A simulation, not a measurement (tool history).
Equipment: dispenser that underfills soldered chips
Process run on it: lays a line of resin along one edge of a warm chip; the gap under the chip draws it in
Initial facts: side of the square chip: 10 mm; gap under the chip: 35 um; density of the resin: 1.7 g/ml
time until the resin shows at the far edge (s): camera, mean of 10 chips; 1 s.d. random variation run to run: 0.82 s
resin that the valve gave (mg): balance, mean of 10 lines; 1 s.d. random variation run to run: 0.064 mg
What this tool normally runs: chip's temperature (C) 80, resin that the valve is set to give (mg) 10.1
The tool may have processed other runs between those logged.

run   hour  chip's temperature (C)  resin that the valve is set to give (mg)  time until the resin shows at the far edge (s)  resin that the valve gave (mg)
  1    0.0                      80                                      10.1                                            97.7                            9.62
  2    8.2                      80                                      10.1                                            80.0                            9.58
  3   15.5                      80                                      10.3                                            96.1                            9.67
  4   24.5                      88                                      10.1                                            56.4                            9.46
  5   34.3                      76                                      10.1                                           125.6                            9.43
  6   46.8                      86                                      10.1                                            67.5                           10.07
  7   55.4                      80                                      10.1                                           108.3                            9.98
  8   63.7                      80                                      10.1                                            89.0                           10.04
  9   69.6                      80                                      10.1                                           102.0                            9.97
 10   78.1                      80                                      10.1                                            85.8                            9.92
 11   86.8                      90                                      10.1                                            68.9                            9.92
 12   95.0                      90                                      10.1                                            53.4                            9.86
 13  105.3                      90                                      10.1                                            68.5                            9.79
 14  110.7                      90                                      10.1                                            52.1                            9.72
 15  117.4                      90                                      10.1                                            61.4                            9.59
 16  126.3                      90                                      10.1                                            77.6                            9.56
 17  131.8                      73                                      10.1                                           122.1                            9.60
 18  138.8                      73                                      10.1                                           148.2                            9.56
 19  148.9                      73                                      10.1                                           119.8                           10.10
 20  159.6                      73                                      10.1                                           160.8                           10.03
 21  167.1                      76                                      11.3                                           109.8                           11.19
 22  172.6                      66                                       9.4                                           210.1                            9.31
 23  181.4                      82                                       9.1                                            78.2                            8.98
 24  188.8                      76                                       9.9                                           126.2                            9.56
 25  200.5                      68                                      13.0                                           158.8                           12.61
 26  211.8                      94                                      10.5                                            65.8                           10.12
 27  219.6                      87                                      12.0                                            69.2                           11.42
 28  226.0                      66                                       9.2                                           221.7                            8.65
 29  237.7                      94                                      11.1                                            53.6                           10.43
 30  244.6                      67                                      10.1                                           218.9                            9.54
 31  252.9                      84                                      11.7                                            78.8                           11.09
 32  259.5                      70                                      10.0                                           175.9                            9.87
 33  267.6                      76                                      13.0                                           103.1                           12.95
 34  272.9                      73                                      10.0                                           142.7                            9.86
 35  280.3                      73                                      10.0                                           168.2                            9.81
 36  291.4                      83                                      12.4                                            88.4                           12.19

Missing from the log above: 20 entries noted between runs. For each, name the pair of listed runs it sits between and say how the tool's hidden condition differs from the listed run just before to the listed run just after:
Between runs 1 and 2: new syringe of resin (hour 7.5)
  resin's viscosity, % of fresh resin's: 125.5 -> 102.6; dose that the valve gives, % of what is set: 94.97 -> 94.46; true chip temperature over the reading, C: -0.52 -> -0.56
  difference, measured minus the result without the unlogged condition, time until the resin shows at the far edge (s): +22.1 -> +4.4; resin that the valve gave (mg): -0.51 -> -0.56
Between runs 3 and 4: new syringe of resin (hour 24.5)
  resin's viscosity, % of fresh resin's: 122.9 -> 101.3; dose that the valve gives, % of what is set: 94 -> 93.48; true chip temperature over the reading, C: -0.6 -> -0.65
  difference, measured minus the result without the unlogged condition, time until the resin shows at the far edge (s): +20.4 -> +2.7; resin that the valve gave (mg): -0.62 -> -0.66
Between runs 5 and 6: dispensing valve cleaned and set on the balance (hour 36.0); new syringe of resin (hour 42.4)
  resin's viscosity, % of fresh resin's: 129.4 -> 111.7; dose that the valve gives, % of what is set: 92.89 -> 99.75; true chip temperature over the reading, C: -0.71 -> -0.77
  difference, measured minus the result without the unlogged condition, time until the resin shows at the far edge (s): +32.4 -> +9.1; resin that the valve gave (mg): -0.71 -> -0.03
Between runs 7 and 8: new syringe of resin (hour 59.5)
  resin's viscosity, % of fresh resin's: 138.5 -> 110.4; dose that the valve gives, % of what is set: 99.26 -> 98.78; true chip temperature over the reading, C: -0.82 -> -0.86
  difference, measured minus the result without the unlogged condition, time until the resin shows at the far edge (s): +33.1 -> +11.6; resin that the valve gave (mg): -0.07 -> -0.13
Between runs 9 and 10: new syringe of resin (hour 76.5)
  resin's viscosity, % of fresh resin's: 128 -> 105.8; dose that the valve gives, % of what is set: 98.41 -> 97.9; true chip temperature over the reading, C: -0.9 -> -0.94
  difference, measured minus the result without the unlogged condition, time until the resin shows at the far edge (s): +25.7 -> +8.2; resin that the valve gave (mg): -0.16 -> -0.21
Between runs 11 and 12: new syringe of resin (hour 93.3)
  resin's viscosity, % of fresh resin's: 131.4 -> 103.2; dose that the valve gives, % of what is set: 97.37 -> 96.88; true chip temperature over the reading, C: -0.99 -> -1.04
  difference, measured minus the result without the unlogged condition, time until the resin shows at the far edge (s): +18.7 -> +4.1; resin that the valve gave (mg): -0.27 -> -0.32
Between runs 13 and 14: new syringe of resin (hour 110.3)
  resin's viscosity, % of fresh resin's: 133.3 -> 101.1; dose that the valve gives, % of what is set: 96.22 -> 95.92; true chip temperature over the reading, C: -1.09 -> -1.12
  difference, measured minus the result without the unlogged condition, time until the resin shows at the far edge (s): +19.7 -> +3.2; resin that the valve gave (mg): -0.38 -> -0.42
Between runs 16 and 17: new syringe of resin (hour 127.5)
  resin's viscosity, % of fresh resin's: 149.1 -> 109.8; dose that the valve gives, % of what is set: 94.96 -> 94.62; true chip temperature over the reading, C: -1.21 -> -1.24
  difference, measured minus the result without the unlogged condition, time until the resin shows at the far edge (s): +28.5 -> +17.9; resin that the valve gave (mg): -0.50 -> -0.54
Between runs 18 and 19: new syringe of resin (hour 144.2); dispensing valve cleaned and set on the balance (hour 147.6)
  resin's viscosity, % of fresh resin's: 130.6 -> 108.4; dose that the valve gives, % of what is set: 94.16 -> 99.71; true chip temperature over the reading, C: -1.28 -> -1.33
  difference, measured minus the result without the unlogged condition, time until the resin shows at the far edge (s): +41.9 -> +16.0; resin that the valve gave (mg): -0.60 -> -0.03
Between runs 20 and 21: new syringe of resin (hour 162.2)
  resin's viscosity, % of fresh resin's: 141.5 -> 113.5; dose that the valve gives, % of what is set: 99 -> 98.54; true chip temperature over the reading, C: -1.38 -> -1.42
  difference, measured minus the result without the unlogged condition, time until the resin shows at the far edge (s): +54.5 -> +19.3; resin that the valve gave (mg): -0.10 -> -0.17
Between runs 22 and 23: new syringe of resin (hour 179.4)
  resin's viscosity, % of fresh resin's: 130.2 -> 104.2; dose that the valve gives, % of what is set: 98.2 -> 97.66; true chip temperature over the reading, C: -1.45 -> -1.49
  difference, measured minus the result without the unlogged condition, time until the resin shows at the far edge (s): +60.0 -> +8.3; resin that the valve gave (mg): -0.17 -> -0.21
Between runs 24 and 25: new syringe of resin (hour 196.5)
  resin's viscosity, % of fresh resin's: 125.2 -> 111; dose that the valve gives, % of what is set: 97.2 -> 96.48; true chip temperature over the reading, C: -1.54 -> -1.6
  difference, measured minus the result without the unlogged condition, time until the resin shows at the far edge (s): +32.7 -> +26.5; resin that the valve gave (mg): -0.28 -> -0.46
Between runs 26 and 27: new syringe of resin (hour 213.7)
  resin's viscosity, % of fresh resin's: 146.9 -> 115.1; dose that the valve gives, % of what is set: 95.74 -> 95.25; true chip temperature over the reading, C: -1.66 -> -1.7
  difference, measured minus the result without the unlogged condition, time until the resin shows at the far edge (s): +24.1 -> +13.5; resin that the valve gave (mg): -0.45 -> -0.57
Between runs 28 and 29: new syringe of resin (hour 230.3)
  resin's viscosity, % of fresh resin's: 135 -> 119.2; dose that the valve gives, % of what is set: 94.83 -> 94.08; true chip temperature over the reading, C: -1.74 -> -1.8
  difference, measured minus the result without the unlogged condition, time until the resin shows at the far edge (s): +72.2 -> +12.2; resin that the valve gave (mg): -0.47 -> -0.65
Between runs 30 and 31: new syringe of resin (hour 247.6)
  resin's viscosity, % of fresh resin's: 141.5 -> 115.2; dose that the valve gives, % of what is set: 93.64 -> 93.11; true chip temperature over the reading, C: -1.84 -> -1.89
  difference, measured minus the result without the unlogged condition, time until the resin shows at the far edge (s): +78.6 -> +16.0; resin that the valve gave (mg): -0.64 -> -0.81
Between runs 31 and 32: dispensing valve cleaned and set on the balance (hour 258.7)
  resin's viscosity, % of fresh resin's: 115.2 -> 132.2; dose that the valve gives, % of what is set: 93.11 -> 99.99; true chip temperature over the reading, C: -1.89 -> -1.91
  difference, measured minus the result without the unlogged condition, time until the resin shows at the far edge (s): +16.0 -> +54.7; resin that the valve gave (mg): -0.81 -> +0.00
Between runs 32 and 33: new syringe of resin (hour 265.7)
  resin's viscosity, % of fresh resin's: 132.2 -> 104.8; dose that the valve gives, % of what is set: 99.99 -> 99.47; true chip temperature over the reading, C: -1.91 -> -1.95
  difference, measured minus the result without the unlogged condition, time until the resin shows at the far edge (s): +54.7 -> +13.3; resin that the valve gave (mg): +0.00 -> -0.06
Between runs 35 and 36: new syringe of resin (hour 282.1)
  resin's viscosity, % of fresh resin's: 144 -> 122.9; dose that the valve gives, % of what is set: 98.66 -> 97.98; true chip temperature over the reading, C: -2.02 -> -2.08
  difference, measured minus the result without the unlogged condition, time until the resin shows at the far edge (s): +62.3 -> +22.9; resin that the valve gave (mg): -0.13 -> -0.26
